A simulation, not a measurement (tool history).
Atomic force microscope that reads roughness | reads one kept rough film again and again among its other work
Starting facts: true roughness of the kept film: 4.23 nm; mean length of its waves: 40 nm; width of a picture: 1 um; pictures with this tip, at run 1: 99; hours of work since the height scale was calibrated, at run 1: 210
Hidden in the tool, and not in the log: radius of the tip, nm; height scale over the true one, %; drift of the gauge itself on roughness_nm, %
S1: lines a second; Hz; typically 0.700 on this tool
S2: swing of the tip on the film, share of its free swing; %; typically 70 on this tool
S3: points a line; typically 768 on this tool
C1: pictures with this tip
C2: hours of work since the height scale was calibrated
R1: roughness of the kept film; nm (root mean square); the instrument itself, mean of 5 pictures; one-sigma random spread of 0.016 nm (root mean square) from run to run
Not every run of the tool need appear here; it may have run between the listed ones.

run,hour,S1,S2,S3,C1,C2,R1
1,0.0,0.700,70,768,99,210,3.580
# hour 3.7: new tip fitted
2,18.4,0.700,70,768,12,219,3.844
3,37.1,0.700,70,768,28,228,3.799
4,52.2,0.700,70,768,41,236,3.765
# hour 55.2: height scale calibrated on a step standard
5,69.3,0.700,85,768,55,7,3.679
6,85.0,0.741,69,424,68,15,3.671
7,93.9,0.700,88,569,76,20,3.583
8,111.9,0.700,74,446,91,29,3.621
# hour 114.7: height scale calibrated on a step standard, once more
# hour 126.4: new tip fitted
9,128.3,1.064,82,357,2,7,3.778
10,142.9,0.926,84,616,14,14,3.780

Alternative continuations, all from the tool just after run 10; predict every row:
A,162.1,0.517,84,785,30,24,?
B,162.1,1.391,88,434,30,24,?
C,162.1,0.700,70,780,30,24,?
D,162.1,0.700,85,862,30,24,?

run,R1
A,3.792
B,3.582
C,3.775
D,3.730
Stripped of hidden state, with their random variation kept, the same runs would have yielded:
run,R1
A,3.888
B,3.672
C,3.871
D,3.825

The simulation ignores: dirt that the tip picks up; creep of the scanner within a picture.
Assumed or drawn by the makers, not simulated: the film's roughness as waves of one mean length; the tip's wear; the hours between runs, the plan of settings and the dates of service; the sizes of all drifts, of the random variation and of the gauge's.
